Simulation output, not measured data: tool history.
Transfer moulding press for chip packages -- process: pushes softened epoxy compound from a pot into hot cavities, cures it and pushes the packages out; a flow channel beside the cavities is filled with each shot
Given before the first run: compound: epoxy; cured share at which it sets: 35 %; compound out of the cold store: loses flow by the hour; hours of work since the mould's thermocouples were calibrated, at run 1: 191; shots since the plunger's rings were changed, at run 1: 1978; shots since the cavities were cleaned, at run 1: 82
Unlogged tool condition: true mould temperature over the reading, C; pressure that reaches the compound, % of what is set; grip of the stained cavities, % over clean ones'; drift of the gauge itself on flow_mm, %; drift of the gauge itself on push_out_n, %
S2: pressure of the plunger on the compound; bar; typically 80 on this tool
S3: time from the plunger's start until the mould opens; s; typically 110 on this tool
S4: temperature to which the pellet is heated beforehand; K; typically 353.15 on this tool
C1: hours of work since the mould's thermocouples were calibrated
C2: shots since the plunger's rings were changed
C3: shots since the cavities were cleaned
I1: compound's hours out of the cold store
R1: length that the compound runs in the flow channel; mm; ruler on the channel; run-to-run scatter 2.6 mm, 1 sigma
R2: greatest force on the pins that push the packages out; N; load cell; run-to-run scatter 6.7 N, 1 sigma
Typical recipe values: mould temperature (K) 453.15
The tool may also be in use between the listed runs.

Run 1, hour 0: usual settings; C1 191; C2 1978; C3 82; I1 44.2. Result: R1 797 mm, R2 263 N.
Run 2, hour 22.9: usual settings; C1 208; C2 2266; C3 370; I1 28.1. Result: R1 879 mm, R2 359 N.
At hour 37: cavities cleaned with cleaning compound and waxed.
Run 3, hour 59.2: usual settings but S2 63.6 bar; C1 234; C2 2706; C3 281; I1 15.2. Result: R1 838 mm, R2 352 N.
At hour 80.3: cavities cleaned with cleaning compound and waxed.
Run 4, hour 108.9: usual settings but S2 63.6 bar; C1 270; C2 3314; C3 361; I1 8.9. Result: R1 866 mm, R2 394 N.
At hour 117.7: plunger's sealing rings changed.
At hour 125.9: cavities cleaned with cleaning compound and waxed.
Run 5, hour 156.3: usual settings but S2 63.6 bar; C1 303; C2 469; C3 384; I1 40.2. Result: R1 751 mm, R2 334 N.
At hour 167.5: cavities cleaned with cleaning compound and waxed.
Run 6, hour 178.1: usual settings but S2 63.6 bar; C1 318; C2 724; C3 133; I1 32.6. Result: R1 783 mm, R2 272 N.
At hour 194.5: mould's thermocouples calibrated.
At hour 213.7: cavities cleaned with cleaning compound and waxed.
Run 7, hour 223.1: usual settings but S2 63.6 bar; C1 20; C2 1247; C3 118; I1 39.2. Result: R1 745 mm, R2 272 N.
At hour 258.3: cavities cleaned with cleaning compound and waxed.
Run 8, hour 263.3: usual settings but S2 63.6 bar; C1 50; C2 1735; C3 63; I1 23.1. Result: R1 809 mm, R2 264 N.
Run 9, hour 287.9: usual settings but S2 63.6 bar; C1 68; C2 2046; C3 374; I1 26.1. Result: R1 791 mm, R2 348 N.
At hour 300.4: cavities cleaned with cleaning compound and waxed.
Run 10, hour 328: usual settings but S2 63.6 bar; C1 97; C2 2532; C3 348; I1 25.6. Result: R1 790 mm, R2 319 N.
At hour 337.1: mould's thermocouples calibrated, once more.
At hour 344.2: cavities cleaned with cleaning compound and waxed.
Run 11, hour 358.6: usual settings but S2 63.6 bar; C1 15; C2 2874; C3 182; I1 37.9. Result: R1 728 mm, R2 302 N.
At hour 387.9: cavities cleaned with cleaning compound and waxed.
Run 12, hour 392.9: usual settings but S2 63.6 bar, S4 348.15 K; C1 40; C2 3288; C3 64; I1 29.2. Result: R1 763 mm, R2 276 N.
At hour 406.5: plunger's sealing rings changed.
At hour 434.1: cavities cleaned with cleaning compound and waxed.
Run 13, hour 434.1: usual settings but mould temperature (K) 455.15; C1 68; C2 329; C3 0; I1 24. Result: R1 926 mm, R2 232 N.
Run 14, hour 465.3: usual settings but mould temperature (K) 455.15; C1 91; C2 722; C3 393; I1 42.4. Result: R1 820 mm, R2 310 N.
At hour 477.9: cavities cleaned with cleaning compound and waxed.
Run 15, hour 491.3: usual settings but mould temperature (K) 455.15; C1 110; C2 1032; C3 169; I1 46.7. Result: R1 793 mm, R2 268 N.
At hour 522.1: cavities cleaned with cleaning compound and waxed.
Run 16, hour 530: usual settings but S3 112 s, S4 345.15 K; C1 138; C2 1500; C3 100; I1 10.6. Result: R1 995 mm, R2 310 N.
At hour 563.9: cavities cleaned with cleaning compound and waxed.
Run 17, hour 570.7: usual settings but mould temperature (K) 459.15, S2 69.4 bar, S3 147 s, S4 348.15 K; C1 167; C2 1994; C3 85; I1 20.2. Result: R1 842 mm, R2 180 N.
At hour 606.5: cavities cleaned with cleaning compound and waxed.
Run 18, hour 609.8: usual settings but mould temperature (K) 459.15, S2 69.4 bar, S3 147 s, S4 348.15 K; C1 196; C2 2469; C3 42; I1 23.4. Result: R1 820 mm, R2 178 N.
At hour 649.9: cavities cleaned with cleaning compound and waxed.
Run 19, hour 655.6: usual settings but S2 79 bar, S3 142 s; C1 229; C2 3026; C3 71; I1 18.5. Result: R1 906 mm, R2 194 N.
Run 20, hour 682.5: usual settings but S3 132 s, S4 363.15 K; C1 249; C2 3366; C3 411; I1 17.8. Result: R1 911 mm, R2 276 N.

Each row is a separate what-if for the run after 20, all from the same tool condition, not one after another. Results?
At hour 688.9: plunger's sealing rings changed.
At hour 694.9: cavities cleaned with cleaning compound and waxed.
Run A, hour 716.5: usual settings but S4 345.15 K; C1 272; C2 328; C3 273; I1 30.4. Result: R1 ?, R2 ?.
At hour 688.9: plunger's sealing rings changed.
At hour 694.9: cavities cleaned with cleaning compound and waxed.
Run B, hour 716.5: usual settings but S2 66.9 bar; C1 272; C2 328; C3 273; I1 12.9. Result: R1 ?, R2 ?.
At hour 688.9: plunger's sealing rings changed.
At hour 694.9: cavities cleaned with cleaning compound and waxed.
Run C, hour 716.5: usual settings but S3 132 s, S4 359.15 K; C1 272; C2 328; C3 273; I1 22.9. Result: R1 ?, R2 ?.
At hour 688.9: plunger's sealing rings changed.
At hour 694.9: cavities cleaned with cleaning compound and waxed.
Run D, hour 716.5: usual settings but S2 90.2 bar, S3 144 s, S4 356.15 K; C1 272; C2 328; C3 273; I1 43.4. Result: R1 ?, R2 ?.

run   R1   R2
  A  894  328
  B  911  359
  C  941  248
  D  880  221
With the hidden condition removed and each run's random variation left untouched, the same runs would have given:
run   R1   R2
  A  902  251
  B  920  278
  C  950  189
  D  888  166

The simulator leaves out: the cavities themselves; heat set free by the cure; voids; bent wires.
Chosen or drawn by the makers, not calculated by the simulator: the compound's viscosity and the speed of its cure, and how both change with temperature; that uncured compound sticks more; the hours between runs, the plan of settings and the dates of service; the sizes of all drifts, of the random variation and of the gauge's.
